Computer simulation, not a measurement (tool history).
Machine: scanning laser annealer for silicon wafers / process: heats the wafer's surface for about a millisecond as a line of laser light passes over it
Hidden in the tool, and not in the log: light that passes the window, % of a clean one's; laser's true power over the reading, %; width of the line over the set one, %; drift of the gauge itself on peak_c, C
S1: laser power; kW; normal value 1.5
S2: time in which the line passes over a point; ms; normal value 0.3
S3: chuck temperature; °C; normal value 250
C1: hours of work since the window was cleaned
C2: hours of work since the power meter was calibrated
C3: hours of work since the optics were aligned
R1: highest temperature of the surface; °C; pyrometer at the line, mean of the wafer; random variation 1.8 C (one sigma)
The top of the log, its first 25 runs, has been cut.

run 26 day=11.096 | S1=1.637 S2=0.295 S3=239 | C1=239 C2=325 C3=602 | R1=988
run 27 day=11.596 | S1=1.294 S2=0.322 S3=236 | C1=247 C2=333 C3=609 | R1=867
run 28 day=12.129 | S1=1.294 S2=0.322 S3=236 | C1=255 C2=341 C3=618 | R1=864
run 29 day=12.575 | S1=1.646 S2=0.219 S3=267 | C1=262 C2=348 C3=625 | R1=893
run 30 day=13.017 | S1=1.646 S2=0.219 S3=267 | C1=269 C2=355 C3=631 | R1=897
run 31 day=13.367 | S1=1.524 S2=0.352 S3=250 | C1=274 C2=360 C3=637 | R1=1023
run 32 day=13.7 | S1=1.524 S2=0.352 S3=250 | C1=280 C2=366 C3=642 | R1=1022
run 33 day=13.967 | S1=1.65 S2=0.3 S3=250 | C1=284 C2=370 C3=646 | R1=1008
run 34 day=14.583 | S1=1.65 S2=0.369 S3=281 | C1=293 C2=379 C3=656 | R1=1136
run 35 day=14.929 | S1=1.499 S2=0.252 S3=254 | C1=299 C2=385 C3=661 | R1=878
-- day=15.208 window over the wafer cleaned
run 36 day=15.271 | S1=1.499 S2=0.297 S3=210 | C1=1 C2=389 C3=665 | R1=922
run 37 day=15.746 | S1=1.5 S2=0.34 S3=227 | C1=8 C2=396 C3=673 | R1=997
run 38 day=16.246 | S1=1.639 S2=0.318 S3=221 | C1=16 C2=404 C3=680 | R1=1028
run 39 day=16.867 | S1=1.639 S2=0.347 S3=256 | C1=26 C2=414 C3=690 | R1=1105
run 40 day=17.279 | S1=1.571 S2=0.347 S3=219 | C1=32 C2=420 C3=697 | R1=1032
run 41 day=17.696 | S1=1.39 S2=0.275 S3=242 | C1=39 C2=426 C3=703 | R1=872
run 42 day=17.992 | S1=1.565 S2=0.275 S3=242 | C1=43 C2=431 C3=708 | R1=946

Each row is a separate what-if for the run after 42, all from the same tool condition, not one after another. Results?
run A day=18.45 | S1=1.596 S2=0.24 S3=281 | C1=50 C2=438 C3=715 | R1=?
run B day=18.45 | S1=1.544 S2=0.356 S3=243 | C1=50 C2=438 C3=715 | R1=?
run C day=18.45 | S1=1.5 S2=0.3 S3=283 | C1=50 C2=438 C3=715 | R1=?

run=A R1=941
run=B R1=1054
run=C R1=995
With no hidden state in the tool, these same runs would have given:
run=A R1=956
run=B R1=1073
run=C R1=1012
